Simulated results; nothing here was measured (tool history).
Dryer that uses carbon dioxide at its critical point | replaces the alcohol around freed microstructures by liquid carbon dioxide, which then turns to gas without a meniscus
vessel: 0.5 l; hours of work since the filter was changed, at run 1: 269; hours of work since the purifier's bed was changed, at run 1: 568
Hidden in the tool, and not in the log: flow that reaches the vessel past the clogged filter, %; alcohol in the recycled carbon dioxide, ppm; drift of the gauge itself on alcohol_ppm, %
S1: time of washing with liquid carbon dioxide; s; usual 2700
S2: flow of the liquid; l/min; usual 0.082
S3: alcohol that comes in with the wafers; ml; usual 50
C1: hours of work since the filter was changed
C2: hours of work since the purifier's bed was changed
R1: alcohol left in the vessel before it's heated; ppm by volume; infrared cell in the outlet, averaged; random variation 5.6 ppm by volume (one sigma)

run	hour	S1	S2	S3	C1	C2	R1
1	0	2700	0.082	50	269	568	416
2	13.5	2700	0.082	33	278	577	310
3	27.7	2700	0.082	33	288	587	311
4	52.6	2700	0.082	33	305	604	341
5	67.4	2700	0.082	33	315	614	333
# hour 87.3: inlet filter changed
6	97.6	2700	0.082	21	7	633	123
7	122.7	3480	0.082	21	24	650	71
8	146.6	3540	0.082	21	40	667	71
9	165.7	3060	0.082	50	53	679	144
10	193.1	3060	0.082	50	72	698	155
11	223	3060	0.082	50	92	718	164
12	241.7	3060	0.082	50	105	731	176
13	273.1	3060	0.082	50	126	752	173
14	297.5	3060	0.082	50	142	769	173
15	326.4	3060	0.082	50	162	788	196
16	354.9	3060	0.082	50	181	808	204
17	368.1	2700	0.082	50	190	817	364
18	388.3	2700	0.082	93	204	830	664
19	402.2	2700	0.082	110	213	840	775
20	428.4	2460	0.1257	88	231	857	127
21	460.4	2460	0.1257	88	253	879	133
22	479.9	3780	0.0656	50	266	892	288
23	499.8	4080	0.1221	105	279	906	76
24	520.4	4080	0.1221	105	293	920	77
25	541.4	2640	0.1271	105	308	934	119
26	565.5	3780	0.1271	100	324	950	78
# hour 570.6: inlet filter changed
27	595.5	3360	0.1296	100	17	970	86
28	626.7	2040	0.0641	100	38	991	5323
29	656.2	2700	0.0612	50	58	1011	1200
30	682.1	2160	0.132	52	76	1029	117
31	697	1740	0.132	52	86	1039	245
# hour 721.5: purifier's bed changed
32	723.8	2160	0.0712	39	102	2	1238
33	754.6	2700	0.1364	36	123	22	13

4 ways to go on from here, each from the tool as it stands after run 33. What would each give?
A	769	2700	0.0601	36	132	32	?
B	769	3720	0.082	50	132	32	?
C	769	2220	0.0619	50	132	32	?
D	769	2100	0.1364	36	132	32	?

run	R1
A	1023
B	35
C	2740
D	23
Without the tool's hidden state the same runs would have given:
run	R1
A	740
B	19
C	2082
D	9
